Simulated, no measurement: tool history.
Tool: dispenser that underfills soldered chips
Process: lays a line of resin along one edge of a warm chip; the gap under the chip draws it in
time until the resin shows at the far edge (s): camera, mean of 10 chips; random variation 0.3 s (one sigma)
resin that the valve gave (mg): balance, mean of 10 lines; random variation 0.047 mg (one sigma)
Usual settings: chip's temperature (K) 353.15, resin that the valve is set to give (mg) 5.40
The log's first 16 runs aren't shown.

run,hour,chip's temperature (K),resin that the valve is set to give (mg),time until the resin shows at the far edge (s),resin that the valve gave (mg)
# hour 165.3: new syringe of resin
17,166.7,353.15,6.60,7.2,6.04
# hour 173.9: new syringe of resin
18,177.0,348.15,4.81,10.2,4.44
# hour 183.1: new syringe of resin
19,183.7,342.15,4.73,13.7,4.33
# hour 192.3: new syringe of resin
20,198.7,349.15,5.95,10.1,5.39
# hour 201.5: new syringe of resin
# hour 210.8: new syringe of resin
21,212.0,343.15,5.95,11.9,5.35
22,218.3,343.15,5.95,14.2,5.34
# hour 219.9: new syringe of resin
23,227.5,363.15,4.94,6.2,4.44
# hour 228.9: new syringe of resin
# hour 232.3: dispensing valve cleaned and set on the balance
24,237.5,363.15,4.94,5.4,4.87
# hour 239.1: new syringe of resin
# hour 247.8: new syringe of resin
25,248.3,350.15,5.40,8.6,5.39
26,255.1,343.15,6.47,13.6,6.33
# hour 257.4: new syringe of resin
# hour 266.3: new syringe of resin
27,268.0,355.15,5.40,7.3,5.32
# hour 274.9: new syringe of resin
28,281.6,355.15,5.40,7.8,5.24
# hour 284.3: new syringe of resin
29,290.4,356.15,6.62,7.5,6.50
# hour 293.6: new syringe of resin
30,298.8,367.15,5.40,4.7,5.17
# hour 302.1: new syringe of resin
# hour 310.8: new syringe of resin
31,310.8,367.15,5.40,4.1,5.17
32,317.1,353.15,4.99,8.8,4.70
# hour 319.6: new syringe of resin
# hour 328.9: new syringe of resin
33,330.7,353.15,4.99,8.3,4.72

Forecast each of these 3 alternatives for the next run:
# hour 337.7: new syringe of resin
A,343.7,351.15,5.66,?,?
# hour 337.7: new syringe of resin
B,343.7,348.15,4.99,?,?
# hour 337.7: new syringe of resin
C,343.7,357.15,5.40,?,?

run,time until the resin shows at the far edge (s),resin that the valve gave (mg)
A,10.0,5.36
B,11.9,4.62
C,7.7,5.04
Without the tool's hidden state the same runs would have given:
run,time until the resin shows at the far edge (s),resin that the valve gave (mg)
A,7.2,5.70
B,8.4,4.92
C,5.5,5.36
